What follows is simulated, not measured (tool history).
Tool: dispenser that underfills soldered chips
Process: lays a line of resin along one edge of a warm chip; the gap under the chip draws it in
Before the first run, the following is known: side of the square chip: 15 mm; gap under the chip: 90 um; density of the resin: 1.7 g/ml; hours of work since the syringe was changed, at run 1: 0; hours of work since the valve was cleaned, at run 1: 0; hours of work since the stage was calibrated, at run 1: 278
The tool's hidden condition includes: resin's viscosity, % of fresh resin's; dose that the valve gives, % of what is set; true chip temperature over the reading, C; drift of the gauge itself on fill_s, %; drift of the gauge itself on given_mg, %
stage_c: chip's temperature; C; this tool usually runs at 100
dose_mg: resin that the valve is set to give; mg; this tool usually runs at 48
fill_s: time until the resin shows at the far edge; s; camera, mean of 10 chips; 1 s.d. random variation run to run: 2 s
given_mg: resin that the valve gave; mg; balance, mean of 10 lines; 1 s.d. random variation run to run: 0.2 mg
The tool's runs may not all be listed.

run	day	stage_c	dose_mg	hours of work since the syringe was changed	hours of work since the valve was cleaned	hours of work since the stage was calibrated	fill_s	given_mg
1	0	100	48	0	0	278	200.6	47.85
2	0.333	100	48	6	6	283	303.8	47.59
# day 0.421: new syringe of resin
3	0.617	100	62.1	3	10	288	238.6	61.56
# day 0.842: new syringe of resin
4	1	100	62.1	3	16	294	228.6	61.49
# day 1.283: new syringe of resin
5	1.467	100	47.9	3	23	301	238.5	47.02
# day 1.712: new syringe of resin
6	1.958	100	47.9	4	31	309	266.1	47.03
# day 2.129: new syringe of resin
7	2.183	100	47.9	1	34	312	206.5	46.92
# day 2.254: stage's temperature calibrated
8	2.479	100	48	5	38	4	296	47.15
# day 2.617: new syringe of resin
9	2.696	100	48	1	42	7	224.7	47.05
# day 3.033: new syringe of resin
10	3.129	100	48	2	48	14	229.2	47.38
11	3.412	100	48	6	53	18	323.7	46.73
# day 3.45: new syringe of resin
12	3.762	100	48	5	58	24	297.8	46.99
# day 3.883: new syringe of resin
13	4.008	100	48	2	62	27	233.5	46.24
# day 4.308: new syringe of resin
14	4.346	114	48	1	67	33	143	46.51
15	4.704	114	48	6	73	38	228.6	46.65
# day 4.762: new syringe of resin
16	4.95	100	48	3	77	42	256.4	46.38
# day 5.183: new syringe of resin
17	5.392	100	48	3	84	49	263	46.08
# day 5.6: new syringe of resin
18	5.75	100	48	2	89	55	248.3	45.88
19	5.979	109	62	6	93	58	240.9	59.28
# day 6.038: new syringe of resin
20	6.3	105	49.9	4	98	63	245.1	47.86
# day 6.454: new syringe of resin
21	6.717	109	49.2	4	104	70	210.8	46.93
# day 6.871: new syringe of resin
22	7.204	87	58.8	5	112	77	444.5	55.98
# day 7.296: new syringe of resin
23	7.421	104	48	2	115	81	213.9	45.45
24	7.654	104	48	6	119	84	286.1	45.45
# day 7.733: new syringe of resin
25	7.912	100	50.7	3	123	88	253.5	48.06
# day 8.158: new syringe of resin
26	8.254	100	50.7	2	128	93	223.5	47.88

What does the tool deliver on the next run?
# day 8.612: new syringe of resin
27	8.662	110	46.5	1	135	100	?	?

fill_s: 161 s
given_mg: 43.94 mg
If the tool had no hidden condition, the same run with the same run-to-run variation would have returned fill_s 149.2 s, given_mg 46.74 mg.

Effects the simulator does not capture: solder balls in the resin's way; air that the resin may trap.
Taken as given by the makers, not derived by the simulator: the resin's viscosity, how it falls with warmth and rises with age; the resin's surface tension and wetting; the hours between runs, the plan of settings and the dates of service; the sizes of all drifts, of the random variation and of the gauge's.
